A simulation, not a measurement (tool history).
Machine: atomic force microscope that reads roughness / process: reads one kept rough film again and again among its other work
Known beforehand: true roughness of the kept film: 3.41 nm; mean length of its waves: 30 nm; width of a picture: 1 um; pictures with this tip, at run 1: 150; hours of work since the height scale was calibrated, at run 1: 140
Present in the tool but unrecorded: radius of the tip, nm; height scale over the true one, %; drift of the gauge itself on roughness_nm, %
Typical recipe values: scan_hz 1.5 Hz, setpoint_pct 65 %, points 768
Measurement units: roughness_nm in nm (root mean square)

run   hour  scan_hz  setpoint_pct  points  pictures with this tip  hours of work since the height scale was calibrated  roughness_nm
  1      0      1.5            65     768                     150                                                  140         2.825
  2   11.7      1.5            65     768                     177                                                  150         2.782
  3   23.1      1.5            65     768                     203                                                  158         2.765
  4   35.3      1.5            75     768                     231                                                  168         2.632
  5   52.4      1.5            75     768                     270                                                  181         2.596
      74.5  -- new tip fitted
  6   76.1      1.5            75     768                       4                                                  200         2.901
  7   86.5      1.5            65     297                      27                                                  208         2.955
  8   96.2      1.5            65     815                      50                                                  215         2.966
  9  113.1      1.5            65     815                      88                                                  229          2.86
 10  129.9      1.5            65     768                     127                                                  242         2.835
 11  149.2      1.5            65     768                     171                                                  257         2.785
 12  161.8      1.5            65     607                     199                                                  267         2.721
 13    179      1.5            65     607                     239                                                  280         2.689
 14  195.9      1.5            65     607                     277                                                  293         2.628
     213.4  -- new tip fitted
 15  215.6      1.5            65     607                       5                                                  308         2.995
 16  238.2      1.5            65     768                      57                                                  326         2.944
 17  257.7      1.5            65     768                     101                                                  341         2.866
 18    278      1.5            65     768                     147                                                  357         2.796
 19  296.3      1.5            65     768                     189                                                  372         2.756
 20  313.8     1.74            65     768                     229                                                  385         2.659
 21  333.3     1.89            65     768                     274                                                  401         2.606
 22  347.6     0.85            65     768                     306                                                  412         2.651
     353.3  -- new tip fitted
 23    370     0.85            65     768                      39                                                  429         3.002
 24  382.8      1.5            65     768                      68                                                  439         2.928
 25  394.1     3.86            78     262                      93                                                  448         2.369
 26  417.3     3.86            78     262                     147                                                  466         2.314
 27  429.8     3.86            78     262                     175                                                  476         2.291
 28  441.1     1.52            89     768                     201                                                  485         2.458
 29  452.8     0.52            65     768                     228                                                  494         2.782
 30  471.6     2.98            65     431                     270                                                  508         2.507
     492.5  -- new tip fitted
 31  494.8     0.61            63     431                       5                                                  526         3.073
 32  507.2      1.5            65     413                      34                                                  536         2.959
 33  526.2      0.5            59     324                      77                                                  551         3.006
 34  536.2      0.5            59     324                     100                                                  559         2.982
 35  550.8      0.5            59     324                     133                                                  570         2.902
 36  571.5      0.5            59     324                     180                                                  586         2.841
 37  588.8     0.73            65     633                     220                                                  600         2.787
 38  601.6     0.66            81     801                     249                                                  610         2.677
 39  613.4     0.66            80     445                     276                                                  619         2.631
 40  626.1      1.5            68     670                     305                                                  629         2.591
       632  -- new tip fitted
 41  648.2      1.5            68     670                      38                                                  646         2.906
 42  663.9     2.83            65     554                      73                                                  658         2.788
 43  685.1      2.8            72     421                     122                                                  675         2.614
 44  703.7     1.51            61     521                     164                                                  689         2.781
 45  726.2     1.51            61     521                     216                                                  707         2.743
 46  740.2     1.51            80     521                     248                                                  718         2.519
 47  759.1      1.5            56     768                     291                                                  733         2.677
     770.9  -- new tip fitted
 48  775.7      1.5            74     768                      11                                                  745         2.876

Here are 3 independent what-if runs from the current tool condition. What would each one return?
  A  794.3      1.5            65     417                      54                                                  760             ?
  B  794.3     0.76            74     768                      54                                                  760             ?
  C  794.3      1.5            65     812                      54                                                  760             ?

run  roughness_nm
  A         2.894
  B         2.945
  C         2.906
Without the tool's hidden state the same runs would have given:
run  roughness_nm
  A         3.002
  B         3.056
  C         3.015

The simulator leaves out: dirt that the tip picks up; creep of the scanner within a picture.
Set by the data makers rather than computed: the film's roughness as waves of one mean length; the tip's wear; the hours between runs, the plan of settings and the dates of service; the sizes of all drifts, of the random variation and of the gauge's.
